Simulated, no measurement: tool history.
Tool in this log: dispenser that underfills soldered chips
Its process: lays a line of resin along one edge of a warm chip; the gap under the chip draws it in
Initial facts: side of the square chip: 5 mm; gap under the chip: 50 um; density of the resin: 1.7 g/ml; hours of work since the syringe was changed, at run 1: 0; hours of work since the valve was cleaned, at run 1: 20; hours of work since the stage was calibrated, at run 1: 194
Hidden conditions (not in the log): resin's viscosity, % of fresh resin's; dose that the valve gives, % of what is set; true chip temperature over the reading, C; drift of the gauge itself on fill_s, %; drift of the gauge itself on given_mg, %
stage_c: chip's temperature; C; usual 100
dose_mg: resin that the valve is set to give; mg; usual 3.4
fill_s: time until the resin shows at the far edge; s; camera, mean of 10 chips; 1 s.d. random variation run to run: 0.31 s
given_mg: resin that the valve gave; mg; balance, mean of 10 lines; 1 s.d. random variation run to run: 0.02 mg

run,hour,stage_c,dose_mg,hours of work since the syringe was changed,hours of work since the valve was cleaned,hours of work since the stage was calibrated,fill_s,given_mg
1,0,100,3.4,0,20,194,7.9,3.33
# hour 14.7: new syringe of resin
2,14.7,100,3.4,0,30,205,7.4,3.3
3,26.1,98,3.4,8,39,213,13.9,3.32
# hour 29.6: new syringe of resin
4,38.2,90,3.4,6,47,221,15,3.31
# hour 43.9: new syringe of resin
# hour 46.9: dispensing valve cleaned and set on the balance
5,50.5,100,3.4,4,3,229,9.3,3.39
# hour 59.8: new syringe of resin
6,62,100,3.4,2,11,237,8.5,3.39
# hour 74.5: new syringe of resin
7,74.6,100,3.4,0,19,246,7.6,3.35
8,85.8,100,3.4,8,27,254,11.8,3.33
# hour 89.4: new syringe of resin
9,100.3,100,3.4,8,37,264,12.5,3.3
# hour 104.4: new syringe of resin
10,109.5,100,3.4,4,44,270,10.2,3.29
11,117.2,100,3.4,9,49,276,12.5,3.31
# hour 118.9: new syringe of resin
# hour 122.9: dispensing valve cleaned and set on the balance
12,128,100,3.89,6,4,282,10.9,3.84
# hour 134.7: new syringe of resin
13,136.8,101,3.89,1,10,288,8.5,3.88
14,146.6,101,3.89,8,17,295,12.3,3.85
# hour 149.1: new syringe of resin
15,154.5,101,3.89,4,22,301,9,3.84
# hour 164.2: new syringe of resin
16,169.5,100,3.4,4,33,311,10.1,3.3
# hour 178.5: new syringe of resin
17,184.8,100,4.33,4,43,322,9.7,4.17
# hour 194.1: new syringe of resin
18,196.5,87,3.08,2,51,330,12.9,2.94
# hour 198.6: dispensing valve cleaned and set on the balance
# hour 210.6: new syringe of resin
19,212.5,87,3.38,1,10,341,11.9,3.42
20,219.6,109,3.38,6,15,346,8.8,3.34
# hour 223.8: stage's temperature calibrated
# hour 226.5: new syringe of resin
21,229.3,92,3.72,2,21,4,11.9,3.65
22,240.1,115,3.16,10,28,11,9.4,3.09
# hour 241.9: new syringe of resin
23,253.1,100,4.09,8,37,20,12.6,3.95

Run 24 is up next; what results do you expect?
# hour 256.2: new syringe of resin
24,260.3,100,4.09,3,42,25,?,?

fill_s: 9.3 s
given_mg: 3.96 mg
Had the tool carried no hidden state, the very same run would have given fill_s 7.9 s, given_mg 4.1 mg.

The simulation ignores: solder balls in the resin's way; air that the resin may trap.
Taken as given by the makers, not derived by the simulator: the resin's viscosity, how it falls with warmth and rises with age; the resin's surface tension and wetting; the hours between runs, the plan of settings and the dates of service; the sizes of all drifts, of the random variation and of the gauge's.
